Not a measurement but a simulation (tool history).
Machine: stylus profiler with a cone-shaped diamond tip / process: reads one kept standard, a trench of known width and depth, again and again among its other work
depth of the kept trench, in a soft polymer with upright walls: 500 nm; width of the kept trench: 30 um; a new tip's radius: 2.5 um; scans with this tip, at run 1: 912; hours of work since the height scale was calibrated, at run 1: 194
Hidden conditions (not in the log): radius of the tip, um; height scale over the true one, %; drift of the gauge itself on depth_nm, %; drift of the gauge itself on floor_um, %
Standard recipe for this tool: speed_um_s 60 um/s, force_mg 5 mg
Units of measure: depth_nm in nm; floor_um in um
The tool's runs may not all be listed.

| run | hour | speed_um_s | force_mg | scans with this tip | hours of work since the height scale was calibrated | depth_nm | floor_um |
|---|---|---|---|---|---|---|---|
| 1 | 0 | 60 | 5 | 912 | 194 | 510.74 | 26.69 |
| 2 | 15.2 | 60 | 2.26 | 957 | 204 | 506.34 | 26.6 |
| 3 | 23.4 | 60 | 2.26 | 981 | 209 | 506.75 | 26.63 |
| 4 | 31.5 | 29 | 5 | 1005 | 214 | 510.79 | 26.83 |
| 5 | 41.1 | 29 | 5 | 1033 | 220 | 511.01 | 26.85 |
| 6 | 47.8 | 29 | 5 | 1053 | 224 | 511.1 | 26.88 |
| 7 | 57.7 | 30 | 5 | 1082 | 231 | 511.07 | 26.9 |
| 8 | 71.9 | 30 | 5 | 1124 | 239 | 510.85 | 26.85 |
| 9 | 79.5 | 103 | 5 | 1146 | 244 | 511.13 | 26.54 |
| 10 | 87.8 | 60 | 5 | 1171 | 249 | 510.49 | 26.67 |
| 11 | 94.5 | 20 | 5 | 1190 | 254 | 511.09 | 26.92 |
| 12 | 103.3 | 60 | 3.19 | 1216 | 259 | 508.07 | 26.61 |
| 13 | 115.6 | 97 | 8.2 | 1252 | 267 | 515.18 | 26.65 |
| 14 | 131.3 | 127 | 12.5 | 1299 | 277 | 519.9 | 26.61 |
| 15 | 138.3 | 28 | 2.99 | 1319 | 281 | 508.06 | 26.88 |
| 16 | 152.2 | 28 | 2.99 | 1360 | 290 | 507.64 | 26.83 |
| 17 | 159.8 | 100 | 13.87 | 1382 | 294 | 521.33 | 26.71 |
| 18 | 171.4 | 100 | 13.87 | 1417 | 302 | 521.34 | 26.68 |
| 19 | 183.2 | 52 | 13.87 | 1451 | 309 | 521 | 26.84 |
| 20 | 198.6 | 27 | 5 | 1497 | 319 | 510.74 | 26.83 |
| 21 | 205.4 | 27 | 5 | 1517 | 323 | 510.98 | 26.84 |
| 22 | 217.6 | 17 | 5.79 | 1553 | 331 | 511.91 | 26.86 |
| 23 | 232 | 65 | 4.17 | 1595 | 340 | 509.83 | 26.65 |
| 24 | 247.6 | 59 | 2.59 | 1641 | 350 | 507.34 | 26.61 |

Each row is a separate what-if for the run after 24, all from the same tool condition, not one after another. Results?
| A | 255.1 | 21 | 5 | 1663 | 354 | ? | ? |
| B | 255.1 | 59 | 3.83 | 1663 | 354 | ? | ? |
| C | 255.1 | 37 | 7.67 | 1663 | 354 | ? | ? |

| run | depth_nm | floor_um |
|---|---|---|
| A | 511.01 | 26.9 |
| B | 509.32 | 26.63 |
| C | 514.64 | 26.87 |
What these runs would have given with no unlogged condition in the tool:
| run | depth_nm | floor_um |
|---|---|---|
| A | 510.56 | 26.95 |
| B | 508.87 | 26.68 |
| C | 514.19 | 26.92 |
